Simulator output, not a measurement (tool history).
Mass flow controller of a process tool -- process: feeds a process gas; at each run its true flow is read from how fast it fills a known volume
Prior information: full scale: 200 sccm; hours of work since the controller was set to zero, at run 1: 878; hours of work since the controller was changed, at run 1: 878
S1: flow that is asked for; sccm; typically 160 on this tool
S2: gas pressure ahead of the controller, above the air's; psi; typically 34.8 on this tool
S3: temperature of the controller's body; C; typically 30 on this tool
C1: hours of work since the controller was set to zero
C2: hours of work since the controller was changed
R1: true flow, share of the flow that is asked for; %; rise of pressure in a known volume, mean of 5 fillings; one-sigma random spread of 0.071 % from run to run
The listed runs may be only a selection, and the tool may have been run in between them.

run 1 day=0 | S1=160 S2=34.8 S3=30 | C1=878 C2=878 | R1=99.65
run 2 day=2.204 | S1=160 S2=34.8 S3=28 | C1=918 C2=918 | R1=99.75
run 3 day=3.646 | S1=160 S2=34.8 S3=28 | C1=945 C2=945 | R1=99.73
run 4 day=6.629 | S1=160 S2=34.8 S3=28 | C1=999 C2=999 | R1=99.58
run 5 day=8.425 | S1=160 S2=34.8 S3=28 | C1=1032 C2=1032 | R1=99.86
run 6 day=11.317 | S1=160 S2=34.8 S3=20 | C1=1085 C2=1085 | R1=100.22
run 7 day=13.538 | S1=160 S2=34.8 S3=20 | C1=1126 C2=1126 | R1=100.19
run 8 day=16.579 | S1=160 S2=34.8 S3=20 | C1=1181 C2=1181 | R1=100.28
run 9 day=19.742 | S1=160 S2=34.8 S3=20 | C1=1239 C2=1239 | R1=100.19
run 10 day=22.775 | S1=63 S2=36.8 S3=28 | C1=1295 C2=1295 | R1=99.3
run 11 day=24.471 | S1=63 S2=36.4 S3=28 | C1=1326 C2=1326 | R1=99.21
run 12 day=27.471 | S1=39 S2=23.6 S3=30 | C1=1381 C2=1381 | R1=98.73
run 13 day=30.021 | S1=77 S2=34.8 S3=30 | C1=1427 C2=1427 | R1=99.21
run 14 day=31.638 | S1=34 S2=26.4 S3=25 | C1=1457 C2=1457 | R1=99.12
run 15 day=33.275 | S1=31 S2=34.8 S3=30 | C1=1487 C2=1487 | R1=98.87

Here are 5 independent what-if runs from the current tool condition. What would each one return?
run A day=36.017 | S1=129 S2=20.7 S3=23 | C1=1537 C2=1537 | R1=?
run B day=36.017 | S1=64 S2=38.6 S3=29 | C1=1537 C2=1537 | R1=?
run C day=36.017 | S1=34 S2=22.8 S3=30 | C1=1537 C2=1537 | R1=?
run D day=36.017 | S1=119 S2=25.1 S3=31 | C1=1537 C2=1537 | R1=?
run E day=36.017 | S1=25 S2=34.8 S3=30 | C1=1537 C2=1537 | R1=?

run=A R1=99.76
run=B R1=99.2
run=C R1=98.71
run=D R1=99.24
run=E R1=98.92
The same runs, with their run-to-run variation unchanged, on a tool lacking any hidden condition would have given:
run=A R1=99.76
run=B R1=99.2
run=C R1=98.7
run=D R1=99.24
run=E R1=98.92

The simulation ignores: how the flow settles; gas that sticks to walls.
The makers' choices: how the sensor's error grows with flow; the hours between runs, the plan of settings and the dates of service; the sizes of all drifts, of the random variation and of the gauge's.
